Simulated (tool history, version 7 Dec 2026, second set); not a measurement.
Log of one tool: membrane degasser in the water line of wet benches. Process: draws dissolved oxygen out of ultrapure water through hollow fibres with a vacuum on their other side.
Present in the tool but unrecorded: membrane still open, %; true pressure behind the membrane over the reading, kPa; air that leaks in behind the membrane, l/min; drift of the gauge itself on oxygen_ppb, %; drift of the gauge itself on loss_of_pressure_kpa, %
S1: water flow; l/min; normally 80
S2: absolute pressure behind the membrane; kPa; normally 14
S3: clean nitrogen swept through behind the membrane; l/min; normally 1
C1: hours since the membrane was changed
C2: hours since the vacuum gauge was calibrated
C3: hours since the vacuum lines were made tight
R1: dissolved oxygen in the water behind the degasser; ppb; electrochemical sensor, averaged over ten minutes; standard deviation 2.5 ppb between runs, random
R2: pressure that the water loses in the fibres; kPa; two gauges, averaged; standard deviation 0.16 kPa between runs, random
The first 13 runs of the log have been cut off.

-- day=64.888 vacuum gauge calibrated
run 14 day=70.646 | S1=80 S2=14 S3=1 | C1=5701 C2=138 C3=2545 | R1=1298.6 R2=25.69
run 15 day=75.85 | S1=80 S2=14 S3=1 | C1=5826 C2=263 C3=2670 | R1=1295.3 R2=25.34
-- day=79.133 seals of the vacuum lines changed
run 16 day=83.146 | S1=80 S2=14 S3=1 | C1=5999 C2=436 C3=96 | R1=1294.3 R2=25.36
run 17 day=89.954 | S1=60 S2=14 S3=1 | C1=6163 C2=600 C3=260 | R1=1067.2 R2=19.09
run 18 day=97.183 | S1=126 S2=14.7 S3=0.73 | C1=6336 C2=773 C3=433 | R1=2132.9 R2=40.36
run 19 day=102.342 | S1=74 S2=14.7 S3=2.43 | C1=6460 C2=897 C3=557 | R1=696.5 R2=23.53
run 20 day=109.562 | S1=74 S2=14.7 S3=2.43 | C1=6633 C2=1070 C3=730 | R1=696.6 R2=23.61
run 21 day=115.25 | S1=74 S2=14.7 S3=2.43 | C1=6770 C2=1207 C3=867 | R1=696 R2=23.59
run 22 day=120.1 | S1=55 S2=29.7 S3=2.88 | C1=6886 C2=1323 C3=983 | R1=1011.7 R2=17.3
run 23 day=123.45 | S1=64 S2=16.7 S3=0.91 | C1=6966 C2=1403 C3=1064 | R1=1442.6 R2=20.33
run 24 day=127.696 | S1=80 S2=17.4 S3=1 | C1=7068 C2=1505 C3=1165 | R1=1639.4 R2=25.52
run 25 day=133.008 | S1=80 S2=15.6 S3=1 | C1=7196 C2=1633 C3=1293 | R1=1459.6 R2=25.64
run 26 day=138.962 | S1=80 S2=14 S3=0.73 | C1=7339 C2=1776 C3=1436 | R1=1554.7 R2=25.48
run 27 day=142.662 | S1=54 S2=23.3 S3=0.73 | C1=7427 C2=1865 C3=1525 | R1=2065.5 R2=17.05
run 28 day=146.629 | S1=111 S2=15.8 S3=1 | C1=7523 C2=1960 C3=1620 | R1=1832.1 R2=35.21
run 29 day=151.117 | S1=111 S2=15.8 S3=1 | C1=7630 C2=2067 C3=1728 | R1=1811.6 R2=35.27
run 30 day=155.6 | S1=101 S2=20.2 S3=0.45 | C1=7738 C2=2175 C3=1835 | R1=3161.5 R2=32.32
run 31 day=161.725 | S1=101 S2=20.2 S3=0.45 | C1=7885 C2=2322 C3=1982 | R1=3177 R2=31.84

What if the next run were any one of these 5? Each begins from the tool's condition after run 31:
run A day=165.117 | S1=70 S2=11.3 S3=1.17 | C1=7966 C2=2404 C3=2064 | R1=? R2=?
run B day=165.117 | S1=78 S2=16.3 S3=1 | C1=7966 C2=2404 C3=2064 | R1=? R2=?
run C day=165.117 | S1=51 S2=29 S3=1 | C1=7966 C2=2404 C3=2064 | R1=? R2=?
run D day=165.117 | S1=49 S2=20.4 S3=1.89 | C1=7966 C2=2404 C3=2064 | R1=? R2=?
run E day=165.117 | S1=105 S2=11.5 S3=1.59 | C1=7966 C2=2404 C3=2064 | R1=? R2=?

run=A R1=825.4 R2=22.08
run=B R1=1507.6 R2=24.84
run=C R1=2008.8 R2=16.31
run=D R1=876.2 R2=15.43
run=E R1=939.6 R2=33.2
Stripped of hidden state, with their random variation kept, the same runs would have yielded:
run=A R1=824.7 R2=22.03
run=B R1=1506.8 R2=24.78
run=C R1=2008.4 R2=16.27
run=D R1=875.9 R2=15.39
run=E R1=938.5 R2=33.12
